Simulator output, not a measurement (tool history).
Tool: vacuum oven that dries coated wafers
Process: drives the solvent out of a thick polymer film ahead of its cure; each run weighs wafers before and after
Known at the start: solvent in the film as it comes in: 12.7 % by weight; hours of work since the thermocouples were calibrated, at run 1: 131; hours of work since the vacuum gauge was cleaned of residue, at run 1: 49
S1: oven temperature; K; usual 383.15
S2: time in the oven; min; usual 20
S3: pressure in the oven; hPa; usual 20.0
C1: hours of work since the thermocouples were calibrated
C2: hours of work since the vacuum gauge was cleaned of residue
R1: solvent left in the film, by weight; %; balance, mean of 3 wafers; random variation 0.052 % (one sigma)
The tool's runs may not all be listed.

run 1 hour=0.0 | S1=383.15 S2=20 S3=20.0 | C1=131 C2=49 | R1=1.38
run 2 hour=58.5 | S1=383.15 S2=20 S3=73.8 | C1=167 C2=84 | R1=4.20
run 3 hour=133.0 | S1=383.15 S2=20 S3=73.8 | C1=213 C2=130 | R1=4.24
run 4 hour=176.0 | S1=383.15 S2=20 S3=73.8 | C1=240 C2=157 | R1=4.18
run 5 hour=245.8 | S1=383.15 S2=14 S3=73.8 | C1=283 C2=200 | R1=4.67
run 6 hour=285.7 | S1=383.15 S2=20 S3=20.0 | C1=307 C2=224 | R1=1.47
run 7 hour=331.3 | S1=383.15 S2=20 S3=20.0 | C1=335 C2=252 | R1=1.50
run 8 hour=399.7 | S1=383.15 S2=20 S3=20.0 | C1=377 C2=294 | R1=1.50
run 9 hour=455.0 | S1=383.15 S2=20 S3=32.9 | C1=411 C2=328 | R1=2.12
run 10 hour=523.9 | S1=383.15 S2=20 S3=32.9 | C1=454 C2=371 | R1=2.20
run 11 hour=554.6 | S1=383.15 S2=20 S3=32.9 | C1=472 C2=390 | R1=2.19
run 12 hour=625.6 | S1=383.15 S2=20 S3=32.9 | C1=516 C2=433 | R1=2.18
run 13 hour=672.2 | S1=383.15 S2=20 S3=32.9 | C1=545 C2=462 | R1=2.31
run 14 hour=737.3 | S1=383.15 S2=20 S3=32.9 | C1=585 C2=502 | R1=2.15
run 15 hour=797.1 | S1=380.15 S2=12 S3=53.8 | C1=622 C2=539 | R1=4.93
run 16 hour=830.7 | S1=380.15 S2=29 S3=10.1 | C1=642 C2=560 | R1=0.87
run 17 hour=882.0 | S1=374.15 S2=17 S3=48.4 | C1=674 C2=591 | R1=5.34
run 18 hour=950.3 | S1=374.15 S2=17 S3=48.4 | C1=716 C2=633 | R1=5.35
run 19 hour=987.9 | S1=374.15 S2=18 S3=48.4 | C1=739 C2=656 | R1=5.25
run 20 hour=1051.1 | S1=383.15 S2=20 S3=64.6 | C1=778 C2=695 | R1=3.88
run 21 hour=1113.5 | S1=387.15 S2=28 S3=35.2 | C1=816 C2=734 | R1=1.88
run 22 hour=1164.3 | S1=387.15 S2=28 S3=35.2 | C1=848 C2=765 | R1=1.70
run 23 hour=1230.8 | S1=391.15 S2=11 S3=13.0 | C1=889 C2=806 | R1=1.42
run 24 hour=1303.7 | S1=373.15 S2=20 S3=37.3 | C1=933 C2=851 | R1=4.72
run 25 hour=1347.5 | S1=371.15 S2=12 S3=48.9 | C1=960 C2=878 | R1=7.37
run 26 hour=1406.2 | S1=371.15 S2=14 S3=48.9 | C1=996 C2=914 | R1=6.81
run 27 hour=1473.5 | S1=371.15 S2=14 S3=48.9 | C1=1038 C2=955 | R1=6.78

4 ways to go on from here, each from the tool as it stands after run 27. What would each give?
run A hour=1510.9 | S1=383.15 S2=17 S3=12.6 | C1=1061 C2=978 | R1=?
run B hour=1510.9 | S1=383.15 S2=20 S3=34.0 | C1=1061 C2=978 | R1=?
run C hour=1510.9 | S1=388.15 S2=31 S3=40.2 | C1=1061 C2=978 | R1=?
run D hour=1510.9 | S1=372.15 S2=14 S3=74.5 | C1=1061 C2=978 | R1=?

run=A R1=1.61
run=B R1=2.55
run=C R1=2.08
run=D R1=7.95
Without the tool's hidden state the same runs would have given:
run=A R1=1.24
run=B R1=2.16
run=C R1=1.83
run=D R1=7.27
